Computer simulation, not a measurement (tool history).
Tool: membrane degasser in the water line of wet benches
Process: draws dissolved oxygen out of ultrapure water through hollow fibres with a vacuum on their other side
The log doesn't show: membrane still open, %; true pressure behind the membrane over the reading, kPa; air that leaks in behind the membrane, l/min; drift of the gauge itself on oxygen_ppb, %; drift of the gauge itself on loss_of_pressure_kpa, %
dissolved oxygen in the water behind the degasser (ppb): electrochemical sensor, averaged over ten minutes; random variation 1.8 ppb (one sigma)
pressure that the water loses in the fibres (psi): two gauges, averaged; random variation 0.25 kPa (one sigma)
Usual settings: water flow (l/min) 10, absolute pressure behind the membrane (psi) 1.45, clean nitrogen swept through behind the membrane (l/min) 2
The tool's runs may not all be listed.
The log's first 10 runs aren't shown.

run,hour,water flow (l/min),absolute pressure behind the membrane (psi),clean nitrogen swept through behind the membrane (l/min),hours since the membrane was changed,hours since the vacuum gauge was calibrated,hours since the vacuum lines were made tight,dissolved oxygen in the water behind the degasser (ppb),pressure that the water loses in the fibres (psi)
11,770.2,10,1.04,2,3597,2950,773,159.5,10.27
12,848,10,2.05,2,3675,3028,851,244.4,10.145
13,928.5,10,2.05,2,3756,3109,931,243.4,10.248
14,1055.8,10,2.05,2,3883,3236,1059,247.1,10.142
15,1162.9,10,2.05,2,3990,3343,1166,241.1,10.148
16,1272.8,10,1.45,2,4100,3453,1276,192.7,10.193
17,1397.5,10,1.45,2,4225,3578,1400,192.1,10.227
18,1515.6,10,1.45,2,4343,3696,1518,197.6,10.279
19,1642.3,9,1.51,1.14,4469,3822,1645,237.9,9.19
# hour 1651.9: vacuum gauge calibrated
20,1718.8,10,1.32,3.66,4545,67,1721,153.2,10.28
21,1843,10,1.32,0.98,4670,191,1845,258.3,10.256
22,1912.5,7,1.44,2.26,4739,261,1915,117.4,7.162
23,1992.7,7,1.44,2.26,4819,341,1995,116,7.214
24,2057.5,13,2.52,3.67,4884,406,2060,287.9,13.381
25,2139,13,2.52,3.67,4966,487,2141,294,13.401
26,2259.9,12,1.22,2,5087,608,2262,227.4,12.32
# hour 2284: vacuum gauge calibrated, once more
27,2316.8,12,1.22,2,5143,33,2319,225.7,12.318
28,2407.3,12,1.22,3.24,5233,123,2409,194.7,12.366
29,2487.9,14,1.45,2.16,5314,204,2490,300.6,14.299
30,2605.8,14,1.45,2.16,5432,322,2608,291.8,14.475
31,2670.9,14,2.63,2.16,5497,387,2673,418.3,14.433

5 ways to go on from here, each from the tool as it stands after run 31. What would each give?
A,2786.4,11,3.19,1.15,5613,502,2788,?,?
B,2786.4,15,1.45,3.42,5613,502,2788,?,?
C,2786.4,10,1.45,2.32,5613,502,2788,?,?
D,2786.4,14,1.61,1.48,5613,502,2788,?,?
E,2786.4,15,2.67,2.16,5613,502,2788,?,?

run,dissolved oxygen in the water behind the degasser (ppb),pressure that the water loses in the fibres (psi)
A,535.1,11.288
B,278.5,15.477
C,188.4,10.353
D,354.9,14.434
E,456.5,15.441
Without the tool's hidden state the same runs would have given:
run,dissolved oxygen in the water behind the degasser (ppb),pressure that the water loses in the fibres (psi)
A,510.5,10.837
B,248.2,14.861
C,168,9.942
D,325.9,13.858
E,424.9,14.824

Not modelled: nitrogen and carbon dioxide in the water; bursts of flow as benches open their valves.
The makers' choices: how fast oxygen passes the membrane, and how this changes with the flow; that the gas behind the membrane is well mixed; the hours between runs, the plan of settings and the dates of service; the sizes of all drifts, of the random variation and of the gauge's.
